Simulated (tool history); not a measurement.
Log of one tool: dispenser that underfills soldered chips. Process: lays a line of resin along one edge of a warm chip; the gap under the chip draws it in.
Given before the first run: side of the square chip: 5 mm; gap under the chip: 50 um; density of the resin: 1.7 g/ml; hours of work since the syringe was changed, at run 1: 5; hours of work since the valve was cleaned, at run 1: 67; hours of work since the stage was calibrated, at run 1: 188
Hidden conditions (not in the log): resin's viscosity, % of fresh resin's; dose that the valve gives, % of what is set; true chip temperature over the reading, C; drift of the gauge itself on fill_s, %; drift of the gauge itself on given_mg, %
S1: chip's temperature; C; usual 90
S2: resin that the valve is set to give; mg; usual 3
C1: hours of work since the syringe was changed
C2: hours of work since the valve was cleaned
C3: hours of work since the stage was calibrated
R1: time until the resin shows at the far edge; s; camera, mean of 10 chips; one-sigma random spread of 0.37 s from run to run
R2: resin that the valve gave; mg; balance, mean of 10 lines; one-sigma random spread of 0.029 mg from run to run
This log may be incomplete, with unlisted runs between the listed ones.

Run 1, hour 0: usual settings; C1 5; C2 67; C3 188. Result: R1 26.1 s, R2 2.77 mg.
At hour 4.3: new syringe of resin.
Run 2, hour 6: usual settings; C1 1; C2 72; C3 193. Result: R1 22.5 s, R2 2.78 mg.
At hour 10.8: dispensing valve cleaned and set on the balance.
Run 3, hour 13: usual settings; C1 6; C2 2; C3 198. Result: R1 26.2 s, R2 3.03 mg.
At hour 16.1: new syringe of resin.
Run 4, hour 18.7: usual settings; C1 2; C2 6; C3 202. Result: R1 22.8 s, R2 3 mg.
Run 5, hour 23.3: usual settings; C1 6; C2 10; C3 206. Result: R1 27.2 s, R2 2.97 mg.
At hour 26.7: new syringe of resin.
Run 6, hour 28.9: usual settings; C1 2; C2 14; C3 210. Result: R1 22.4 s, R2 2.92 mg.
Run 7, hour 32.8: usual settings; C1 5; C2 17; C3 213. Result: R1 25.6 s, R2 2.88 mg.
At hour 37.1: new syringe of resin.
Run 8, hour 38.2: usual settings; C1 1; C2 21; C3 217. Result: R1 21.8 s, R2 2.99 mg.
Run 9, hour 41.2: usual settings; C1 3; C2 24; C3 220. Result: R1 23.9 s, R2 2.95 mg.
Run 10, hour 45.2: usual settings; C1 6; C2 27; C3 223. Result: R1 26.7 s, R2 2.9 mg.
At hour 47.7: new syringe of resin.
Run 11, hour 48.2: usual settings but S2 2.76 mg; C1 0; C2 29; C3 225. Result: R1 22 s, R2 2.63 mg.
Run 12, hour 53.6: usual settings but S2 2.76 mg; C1 5; C2 33; C3 229. Result: R1 26.1 s, R2 2.69 mg.
Run 13, hour 56.9: usual settings but S1 81 C; C1 7; C2 36; C3 232. Result: R1 36.3 s, R2 2.89 mg.
At hour 58.3: new syringe of resin.
Run 14, hour 60: usual settings but S1 81 C, S2 2.66 mg; C1 1; C2 38; C3 234. Result: R1 30 s, R2 2.61 mg.
Run 15, hour 63.4: usual settings but S1 92 C; C1 4; C2 41; C3 237. Result: R1 23.6 s, R2 2.93 mg.
Run 16, hour 66.7: usual settings; C1 7; C2 44; C3 240. Result: R1 26.7 s, R2 2.89 mg.
At hour 69.2: new syringe of resin.
Run 17, hour 72.5: usual settings; C1 3; C2 48; C3 244. Result: R1 23.4 s, R2 2.87 mg.
Run 18, hour 77.9: usual settings; C1 7; C2 52; C3 248. Result: R1 27.3 s, R2 2.9 mg.
At hour 79.7: new syringe of resin.
Run 19, hour 82.1: usual settings but S1 99 C; C1 2; C2 55; C3 251. Result: R1 18.1 s, R2 2.8 mg.

Run 20 has not been measured yet. What should we expect?
Run 20, hour 86.2: usual settings but S2 3.45 mg; C1 5; C2 59; C3 255. Result: R1 ?, R2 ?.

Run 20 came out at R1 25.3 s, R2 3.33 mg.
On a tool with no hidden condition, and with the same random variation, this run would have come out at R1 21.3 s, R2 3.51 mg.
